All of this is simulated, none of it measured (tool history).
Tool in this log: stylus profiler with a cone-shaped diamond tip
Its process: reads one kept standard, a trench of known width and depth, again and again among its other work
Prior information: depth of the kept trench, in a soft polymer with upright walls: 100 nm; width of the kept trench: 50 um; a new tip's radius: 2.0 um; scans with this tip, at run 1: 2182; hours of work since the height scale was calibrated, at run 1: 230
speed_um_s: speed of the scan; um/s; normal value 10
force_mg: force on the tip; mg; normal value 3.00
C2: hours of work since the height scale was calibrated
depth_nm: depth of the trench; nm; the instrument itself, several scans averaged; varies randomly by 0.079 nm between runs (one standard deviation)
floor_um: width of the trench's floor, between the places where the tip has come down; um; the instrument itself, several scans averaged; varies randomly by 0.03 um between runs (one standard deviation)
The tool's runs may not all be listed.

{"run": 1, "hour": 0.0, "speed_um_s": 10, "force_mg": 3.0, "scans with this tip": 2182, "C2": 230, "depth_nm": 101.47, "floor_um": 48.58}
{"run": 2, "hour": 40.3, "speed_um_s": 10, "force_mg": 3.0, "scans with this tip": 2414, "C2": 255, "depth_nm": 101.54, "floor_um": 48.54}
{"run": 3, "hour": 74.5, "speed_um_s": 10, "force_mg": 3.0, "scans with this tip": 2612, "C2": 275, "depth_nm": 101.52, "floor_um": 48.55}
{"run": 4, "hour": 115.6, "speed_um_s": 10, "force_mg": 3.0, "scans with this tip": 2848, "C2": 300, "depth_nm": 101.63, "floor_um": 48.56}
{"run": 5, "hour": 148.6, "speed_um_s": 20, "force_mg": 3.0, "scans with this tip": 3039, "C2": 320, "depth_nm": 101.48, "floor_um": 48.52}
{"run": 6, "hour": 189.5, "speed_um_s": 10, "force_mg": 1.29, "scans with this tip": 3274, "C2": 345, "depth_nm": 101.04, "floor_um": 48.5}
{"run": 7, "hour": 230.2, "speed_um_s": 10, "force_mg": 1.64, "scans with this tip": 3509, "C2": 370, "depth_nm": 101.2, "floor_um": 48.43}
{"run": 8, "hour": 264.0, "speed_um_s": 4, "force_mg": 1.64, "scans with this tip": 3704, "C2": 391, "depth_nm": 101.07, "floor_um": 48.51}
{"run": 9, "hour": 286.3, "speed_um_s": 4, "force_mg": 3.62, "scans with this tip": 3832, "C2": 404, "depth_nm": 101.85, "floor_um": 48.47}
{"run": 10, "hour": 305.0, "speed_um_s": 4, "force_mg": 3.62, "scans with this tip": 3940, "C2": 416, "depth_nm": 101.81, "floor_um": 48.53}
{"run": 11, "hour": 323.7, "speed_um_s": 2, "force_mg": 3.62, "scans with this tip": 4048, "C2": 427, "depth_nm": 101.81, "floor_um": 48.54}
{"run": 12, "hour": 349.5, "speed_um_s": 10, "force_mg": 3.0, "scans with this tip": 4197, "C2": 443, "depth_nm": 101.59, "floor_um": 48.48}
{"run": 13, "hour": 373.0, "speed_um_s": 9, "force_mg": 3.0, "scans with this tip": 4332, "C2": 457, "depth_nm": 101.66, "floor_um": 48.42}
{"run": 14, "hour": 390.9, "speed_um_s": 9, "force_mg": 1.01, "scans with this tip": 4435, "C2": 468, "depth_nm": 100.89, "floor_um": 48.42}
{"run": 15, "hour": 408.6, "speed_um_s": 9, "force_mg": 1.01, "scans with this tip": 4537, "C2": 479, "depth_nm": 100.85, "floor_um": 48.39}
{"run": 16, "hour": 435.4, "speed_um_s": 9, "force_mg": 1.01, "scans with this tip": 4691, "C2": 495, "depth_nm": 100.92, "floor_um": 48.39}
{"run": 17, "hour": 461.1, "speed_um_s": 9, "force_mg": 1.01, "scans with this tip": 4840, "C2": 510, "depth_nm": 101.03, "floor_um": 48.4}
{"run": 18, "hour": 495.3, "speed_um_s": 9, "force_mg": 1.01, "scans with this tip": 5037, "C2": 531, "depth_nm": 100.96, "floor_um": 48.43}
{"run": 19, "hour": 522.0, "speed_um_s": 14, "force_mg": 1.44, "scans with this tip": 5191, "C2": 548, "depth_nm": 101.14, "floor_um": 48.32}
{"run": 20, "hour": 543.4, "speed_um_s": 14, "force_mg": 1.44, "scans with this tip": 5314, "C2": 560, "depth_nm": 101.09, "floor_um": 48.32}
{"run": 21, "hour": 573.9, "speed_um_s": 17, "force_mg": 4.02, "scans with this tip": 5490, "C2": 579, "depth_nm": 102.01, "floor_um": 48.37}
{"run": 22, "hour": 595.5, "speed_um_s": 17, "force_mg": 4.02, "scans with this tip": 5615, "C2": 592, "depth_nm": 102.29, "floor_um": 48.36}
{"run": 23, "hour": 618.5, "speed_um_s": 3, "force_mg": 7.25, "scans with this tip": 5747, "C2": 606, "depth_nm": 102.98, "floor_um": 48.36}
{"run": 24, "hour": 651.4, "speed_um_s": 5, "force_mg": 3.0, "scans with this tip": 5937, "C2": 626, "depth_nm": 101.61, "floor_um": 48.32}
{"run": 25, "hour": 684.1, "speed_um_s": 33, "force_mg": 3.0, "scans with this tip": 6125, "C2": 646, "depth_nm": 101.72, "floor_um": 48.21}
{"run": 26, "hour": 724.1, "speed_um_s": 33, "force_mg": 3.0, "scans with this tip": 6356, "C2": 670, "depth_nm": 101.82, "floor_um": 48.2}
{"run": 27, "hour": 752.4, "speed_um_s": 11, "force_mg": 4.8, "scans with this tip": 6519, "C2": 688, "depth_nm": 102.16, "floor_um": 48.28}
{"run": 28, "hour": 788.5, "speed_um_s": 34, "force_mg": 3.23, "scans with this tip": 6727, "C2": 710, "depth_nm": 101.9, "floor_um": 48.17}
{"run": 29, "hour": 813.4, "speed_um_s": 34, "force_mg": 3.23, "scans with this tip": 6870, "C2": 725, "depth_nm": 101.91, "floor_um": 48.21}
{"run": 30, "hour": 845.7, "speed_um_s": 27, "force_mg": 3.2, "scans with this tip": 7057, "C2": 744, "depth_nm": 101.81, "floor_um": 48.23}
{"run": 31, "hour": 881.0, "speed_um_s": 27, "force_mg": 3.2, "scans with this tip": 7260, "C2": 766, "depth_nm": 101.95, "floor_um": 48.18}
{"run": 32, "hour": 921.2, "speed_um_s": 3, "force_mg": 1.64, "scans with this tip": 7492, "C2": 790, "depth_nm": 101.41, "floor_um": 48.29}
{"run": 33, "hour": 942.5, "speed_um_s": 10, "force_mg": 1.28, "scans with this tip": 7615, "C2": 803, "depth_nm": 101.15, "floor_um": 48.24}
{"run": 34, "hour": 977.2, "speed_um_s": 10, "force_mg": 1.28, "scans with this tip": 7814, "C2": 824, "depth_nm": 101.19, "floor_um": 48.22}
{"run": 35, "hour": 1005.6, "speed_um_s": 10, "force_mg": 1.28, "scans with this tip": 7978, "C2": 841, "depth_nm": 101.36, "floor_um": 48.18}
{"run": 36, "hour": 1040.9, "speed_um_s": 3, "force_mg": 5.46, "scans with this tip": 8181, "C2": 863, "depth_nm": 102.6, "floor_um": 48.24}

Below are 3 alternative next runs, each starting from the tool's condition after run 36. Predict each:
{"run": "A", "hour": 1068.0, "speed_um_s": 21, "force_mg": 1.83, "scans with this tip": 8337, "C2": 879, "depth_nm": "?", "floor_um": "?"}
{"run": "B", "hour": 1068.0, "speed_um_s": 6, "force_mg": 1.03, "scans with this tip": 8337, "C2": 879, "depth_nm": "?", "floor_um": "?"}
{"run": "C", "hour": 1068.0, "speed_um_s": 10, "force_mg": 1.27, "scans with this tip": 8337, "C2": 879, "depth_nm": "?", "floor_um": "?"}

run=A depth_nm=101.40 floor_um=48.17
run=B depth_nm=101.15 floor_um=48.22
run=C depth_nm=101.13 floor_um=48.22
With the hidden condition removed and each run's random variation left untouched, the same runs would have given:
run=A depth_nm=100.92 floor_um=48.66
run=B depth_nm=100.68 floor_um=48.71
run=C depth_nm=100.66 floor_um=48.71
